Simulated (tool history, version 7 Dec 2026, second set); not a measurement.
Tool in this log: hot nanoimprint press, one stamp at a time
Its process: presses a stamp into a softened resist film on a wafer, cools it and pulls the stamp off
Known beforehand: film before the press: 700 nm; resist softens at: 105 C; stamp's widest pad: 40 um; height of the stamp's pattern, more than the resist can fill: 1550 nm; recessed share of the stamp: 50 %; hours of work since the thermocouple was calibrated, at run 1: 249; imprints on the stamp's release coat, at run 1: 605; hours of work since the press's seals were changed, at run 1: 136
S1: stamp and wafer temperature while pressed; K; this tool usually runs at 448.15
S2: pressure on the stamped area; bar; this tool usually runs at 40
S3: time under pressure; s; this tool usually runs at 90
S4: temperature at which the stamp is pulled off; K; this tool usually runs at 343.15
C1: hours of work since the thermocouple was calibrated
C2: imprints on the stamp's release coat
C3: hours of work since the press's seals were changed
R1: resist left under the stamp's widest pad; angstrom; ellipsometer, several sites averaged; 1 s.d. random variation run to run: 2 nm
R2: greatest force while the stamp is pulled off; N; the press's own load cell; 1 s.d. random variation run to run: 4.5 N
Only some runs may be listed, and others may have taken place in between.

run	hour	S1	S2	S3	S4	C1	C2	C3	R1	R2
1	0	448.15	40	90	343.15	249	605	136	3251	237
2	8.3	448.15	40	45	343.15	254	622	141	4039	258
3	17.1	448.15	40	45	343.15	259	640	146	4038	254
4	24.4	448.15	40	45	343.15	262	654	150	4094	251
5	35.8	448.15	40	61	343.15	269	677	156	3674	264
6	42.1	448.15	40	61	343.15	272	690	159	3684	240
7	51.9	448.15	40	61	343.15	277	710	164	3679	243
8	58.9	452.15	40	61	345.15	281	724	168	3258	258
9	67.7	452.15	40	61	345.15	286	741	173	3174	255
10	74	455.15	40	90	340.15	289	754	176	2506	274
11	81.3	455.15	36.6	52	350.15	293	769	180	3180	244
12	88.4	455.15	36.6	52	350.15	297	783	184	3188	240
13	97.4	458.15	59.7	136	328.15	302	801	189	1532	280

Per-run results on a tool with no hidden state, each run keeping its own random variation:
The hidden state here: true temperature over the reading, C; pressure that arrives at the usual setting, %; grip of the stamp's worn release coat, % over a new coat's; drift of the gauge itself on residual_nm, %; drift of the gauge itself on pull_off_n, %.
run	R1	R2
1	3318	206
2	4113	224
3	4113	220
4	4172	217
5	3752	227
6	3763	206
7	3759	207
8	3329	220
9	3245	216
10	2564	231
11	3251	205
12	3261	201
13	1559	233
